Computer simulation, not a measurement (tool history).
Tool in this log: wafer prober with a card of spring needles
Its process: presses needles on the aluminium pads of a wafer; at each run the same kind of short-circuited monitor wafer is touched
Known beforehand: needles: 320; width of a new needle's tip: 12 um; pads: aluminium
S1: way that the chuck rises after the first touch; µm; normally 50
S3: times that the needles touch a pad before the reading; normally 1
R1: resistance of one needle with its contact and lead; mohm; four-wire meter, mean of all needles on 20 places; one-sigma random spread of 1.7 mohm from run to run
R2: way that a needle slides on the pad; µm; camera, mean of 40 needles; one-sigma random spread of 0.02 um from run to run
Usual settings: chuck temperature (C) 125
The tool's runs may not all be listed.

run 1 hour=0 | S1=50 chuck_temperature_(C)=125 S3=1 | R1=203 R2=11.63
-- hour=12.6 tips cleaned on abrasive film
run 2 hour=13.9 | S1=50 chuck_temperature_(C)=125 S3=2 | R1=171 R2=11.58
run 3 hour=34.2 | S1=50 chuck_temperature_(C)=125 S3=2 | R1=191 R2=11.58
-- hour=40 tips cleaned on abrasive film
run 4 hour=45.4 | S1=50 chuck_temperature_(C)=125 S3=1 | R1=186 R2=11.59
-- hour=67.1 tips cleaned on abrasive film
run 5 hour=67.1 | S1=50 chuck_temperature_(C)=125 S3=1 | R1=173 R2=11.56
run 6 hour=78.4 | S1=47 chuck_temperature_(C)=125 S3=2 | R1=191 R2=10.87
-- hour=94.2 tips cleaned on abrasive film
run 7 hour=97.5 | S1=47 chuck_temperature_(C)=93 S3=2 | R1=173 R2=10.84
run 8 hour=117.8 | S1=44 chuck_temperature_(C)=125 S3=2 | R1=199 R2=10.12
-- hour=121.2 tips cleaned on abrasive film
run 9 hour=132.1 | S1=50 chuck_temperature_(C)=31 S3=1 | R1=188 R2=11.47
run 10 hour=144.9 | S1=50 chuck_temperature_(C)=54 S3=1 | R1=207 R2=11.52

Alternative continuations, all from the tool just after run 10; predict every row:
-- hour=148.8 tips cleaned on abrasive film
run A hour=162.9 | S1=43 chuck_temperature_(C)=82 S3=1 | R1=? R2=?
-- hour=148.8 tips cleaned on abrasive film
run B hour=162.9 | S1=50 chuck_temperature_(C)=81 S3=1 | R1=? R2=?
-- hour=148.8 tips cleaned on abrasive film
run C hour=162.9 | S1=63 chuck_temperature_(C)=35 S3=2 | R1=? R2=?
-- hour=148.8 tips cleaned on abrasive film
run D hour=162.9 | S1=35 chuck_temperature_(C)=31 S3=3 | R1=? R2=?
-- hour=148.8 tips cleaned on abrasive film
run E hour=162.9 | S1=35 chuck_temperature_(C)=125 S3=1 | R1=? R2=?

run=A R1=213 R2=9.85
run=B R1=195 R2=11.48
run=C R1=164 R2=14.54
run=D R1=182 R2=7.96
run=E R1=237 R2=7.97
What these runs would have given with no unlogged condition in the tool:
run=A R1=163 R2=10.07
run=B R1=156 R2=11.7
run=C R1=146 R2=14.77
run=D R1=154 R2=8.19
run=E R1=171 R2=8.19

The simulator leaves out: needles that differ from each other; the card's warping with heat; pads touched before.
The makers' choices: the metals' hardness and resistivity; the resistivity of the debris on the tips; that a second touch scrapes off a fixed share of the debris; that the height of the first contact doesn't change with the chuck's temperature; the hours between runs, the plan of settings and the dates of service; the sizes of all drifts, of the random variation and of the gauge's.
